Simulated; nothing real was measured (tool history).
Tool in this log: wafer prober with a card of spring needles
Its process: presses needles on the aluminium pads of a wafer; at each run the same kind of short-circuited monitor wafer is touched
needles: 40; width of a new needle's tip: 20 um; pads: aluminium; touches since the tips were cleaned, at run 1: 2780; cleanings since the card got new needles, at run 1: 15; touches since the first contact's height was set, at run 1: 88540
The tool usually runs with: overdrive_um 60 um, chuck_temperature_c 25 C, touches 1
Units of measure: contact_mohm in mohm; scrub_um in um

run	hour	overdrive_um	chuck_temperature_c	touches	touches since the tips were cleaned	cleanings since the card got new needles	touches since the first contact's height was set	contact_mohm	scrub_um
1	0.0	60	25	1	2780	15	88540	359	15.11
# hour 9.5: tips cleaned on abrasive film
2	18.7	60	25	1	2092	16	92769	335	15.23
# hour 31.6: tips cleaned on abrasive film
3	35.9	60	25	1	991	17	96670	283	15.31
# hour 53.9: tips cleaned on abrasive film
4	53.9	60	25	1	0	18	100742	200	15.24
5	74.0	60	25	1	4577	18	105319	369	15.13
# hour 75.6: tips cleaned on abrasive film
6	87.7	65	25	1	2758	19	108406	335	16.38
# hour 97.3: tips cleaned on abrasive film
7	107.4	65	25	1	2311	20	112877	315	16.53
# hour 120.3: tips cleaned on abrasive film
8	120.3	60	25	2	0	21	115779	198	15.17
9	135.7	60	25	2	3516	21	119295	293	15.20
# hour 143.7: tips cleaned on abrasive film
10	151.5	60	25	2	1765	22	122858	272	15.18
# hour 165.6: tips cleaned on abrasive film
11	165.6	60	25	2	0	23	126052	200	15.06
12	181.3	60	25	2	3579	23	129631	292	15.01
# hour 187.7: tips cleaned on abrasive film
13	192.9	60	25	1	1178	24	132245	294	15.10
14	208.1	60	25	1	4644	24	135711	377	15.24
# hour 209.6: tips cleaned on abrasive film
# hour 232.0: tips cleaned on abrasive film
15	233.2	60	46	1	264	26	141357	240	15.03
16	246.1	60	25	2	3207	26	144300	291	15.17
# hour 254.9: tips cleaned on abrasive film
17	266.3	60	25	2	2581	27	148875	288	15.09
# hour 278.2: tips cleaned on abrasive film
18	279.2	60	56	1	239	28	151800	228	15.00
19	298.2	60	42	2	4548	28	156109	304	14.97
# hour 300.6: tips cleaned on abrasive film
20	316.4	60	42	2	3594	29	160230	299	14.97
# hour 323.9: tips cleaned on abrasive film
21	336.9	55	90	2	2967	30	164890	318	13.69
# hour 346.8: tips cleaned on abrasive film
22	351.5	51	61	1	1067	31	168170	324	12.62
# hour 369.0: tips cleaned on abrasive film
23	371.9	67	26	2	664	32	172805	228	16.73
# hour 390.5: tips cleaned on abrasive film
24	391.7	77	25	2	284	33	177284	198	19.32
25	403.0	73	25	2	2865	33	179865	254	18.31
# hour 413.1: tips cleaned on abrasive film
26	415.4	73	25	2	514	34	182644	208	18.23
27	429.6	56	30	2	3764	34	185894	325	13.81
# hour 434.7: tips cleaned on abrasive film
28	443.7	56	30	2	2060	35	189083	297	13.95
29	455.1	56	30	2	4641	35	191664	329	13.98
# hour 457.7: tips cleaned on abrasive film
30	467.2	56	82	2	2159	36	194399	305	13.84
# hour 480.0: tips cleaned on abrasive film
31	494.3	61	25	2	3269	37	200547	302	15.18
# hour 502.2: tips cleaned on abrasive film
32	514.4	49	25	1	2784	38	205095	449	12.03
# hour 523.7: tips cleaned on abrasive film
33	541.3	63	32	2	3999	39	211199	297	15.60

Results per run with the tool's hidden condition removed, run-to-run variation unchanged:
Hidden state at play: debris on the tips, nm; way that the needles fall short of the set height, um; tips' diameter, um; drift of the gauge itself on contact_mohm, %; drift of the gauge itself on scrub_um, %.
run	contact_mohm	scrub_um
1	190	15.35
2	188	15.49
3	187	15.59
4	189	15.53
5	186	15.42
6	189	16.69
7	183	16.86
8	188	15.52
9	187	15.54
10	184	15.55
11	186	15.44
12	185	15.39
13	189	15.50
14	187	15.65
15	194	15.47
16	186	15.61
17	189	15.54
18	193	15.46
19	190	15.44
20	189	15.45
21	207	14.19
22	202	13.13
23	186	17.26
24	178	19.86
25	181	18.86
26	184	18.79
27	194	14.37
28	191	14.53
29	191	14.56
30	204	14.43
31	191	15.79
32	192	12.65
33	188	16.23
